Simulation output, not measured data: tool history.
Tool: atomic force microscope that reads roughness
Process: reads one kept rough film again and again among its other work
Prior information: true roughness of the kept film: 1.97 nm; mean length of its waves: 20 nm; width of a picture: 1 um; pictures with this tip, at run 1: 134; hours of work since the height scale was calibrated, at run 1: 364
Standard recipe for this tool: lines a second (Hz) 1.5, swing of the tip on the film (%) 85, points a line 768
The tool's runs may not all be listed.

run,hour,lines a second (Hz),swing of the tip on the film (%),points a line,pictures with this tip,hours of work since the height scale was calibrated,roughness of the kept film (nm (root mean square))
1,0,1.5,85,768,134,364,1.077
2,23.4,1.5,85,768,196,382,0.987
3,43.1,1.5,85,768,248,397,0.92
4,67.1,1.5,65,768,312,416,0.956
# hour 74.1: new tip fitted
5,88.5,1.5,85,768,38,433,1.244
6,106,1.5,85,768,84,446,1.173
7,120,1.5,75,768,121,457,1.186
8,144.4,1.5,75,768,186,477,1.077
9,157.8,1.5,85,768,222,487,0.968
10,182.5,1.5,85,768,288,507,0.888
# hour 198.9: new tip fitted
11,200.8,0.53,85,768,5,520,1.505
12,222.5,0.53,85,768,63,537,1.36
13,246.2,0.53,85,768,126,556,1.233
# hour 249.4: height scale calibrated on a step standard
14,267.8,0.53,85,768,181,14,1.141
15,290.2,1.94,70,445,240,32,0.999
16,309.7,1.94,70,445,292,47,0.934
# hour 324.7: new tip fitted
17,326.5,1.94,70,445,5,60,1.42
18,342,1.01,70,1019,47,72,1.388
19,357.5,1.5,83,768,88,84,1.176
20,379.6,1.5,83,768,147,102,1.063
21,401.2,0.54,82,658,204,119,1.099
# hour 405.9: height scale calibrated on a step standard, once more
22,419.1,0.7,83,615,249,10,1.031
23,432.6,1.5,85,305,285,21,0.886
# hour 451.4: new tip fitted
24,456.4,1.5,90,305,13,39,1.229

Some steps in roughness of the kept film (nm (root mean square)) between neighbouring runs. How much of each would the tool show without its hidden state too (settings, what came in, random variation), and how much is left for the hidden state, with any gauge scatter that isn't in both results?
The hidden state here: radius of the tip, nm; height scale over the true one, %; drift of the gauge itself on roughness_nm, %.
Run 4 -> 5: swing of the tip on the film (%) 65 -> 85, new tip fitted. roughness of the kept film (nm (root mean square)) +0.288: hidden state +0.453, all else -0.165.
Run 10 -> 11: lines a second (Hz) 1.5 -> 0.53, new tip fitted. roughness of the kept film (nm (root mean square)) +0.617: hidden state +0.449, all else +0.168.
Run 16 -> 17: new tip fitted. roughness of the kept film (nm (root mean square)) +0.486: hidden state +0.476, all else +0.01.
